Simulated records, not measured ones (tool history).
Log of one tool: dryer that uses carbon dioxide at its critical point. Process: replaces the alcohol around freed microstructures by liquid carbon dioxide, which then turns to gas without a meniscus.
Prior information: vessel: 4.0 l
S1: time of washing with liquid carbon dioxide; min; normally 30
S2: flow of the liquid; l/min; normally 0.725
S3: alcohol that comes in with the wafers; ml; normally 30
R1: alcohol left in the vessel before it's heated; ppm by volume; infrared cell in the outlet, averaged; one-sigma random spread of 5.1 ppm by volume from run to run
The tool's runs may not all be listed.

run	hour	S1	S2	S3	R1
1	0	30	0.725	30	128
# hour 27.5: inlet filter changed
2	32.8	30	0.725	30	100
3	63.3	30	0.725	30	103
4	90.3	30	0.725	30	117
5	107.6	30	0.725	30	114
6	136.8	30	0.725	30	127
7	155.1	30	0.725	30	130
8	188	30	0.725	30	143
9	221.5	22	0.802	30	263
10	243.1	22	0.802	30	274
11	273.2	22	0.802	30	303
# hour 288.3: inlet filter changed
12	304.8	34	0.678	24	101
13	332	28	0.548	51	485
14	359.2	28	0.548	78	730

Below are 4 alternative next runs, each starting from the tool's condition after run 14. Predict each:
A	376.1	30	0.725	88	?
B	376.1	27	0.548	78	?
C	376.1	28	0.835	34	?
D	376.1	30	0.725	22	?

run	R1
A	262
B	859
C	122
D	128
Without the tool's hidden state the same runs would have given:
run	R1
A	161
B	683
C	50
D	58

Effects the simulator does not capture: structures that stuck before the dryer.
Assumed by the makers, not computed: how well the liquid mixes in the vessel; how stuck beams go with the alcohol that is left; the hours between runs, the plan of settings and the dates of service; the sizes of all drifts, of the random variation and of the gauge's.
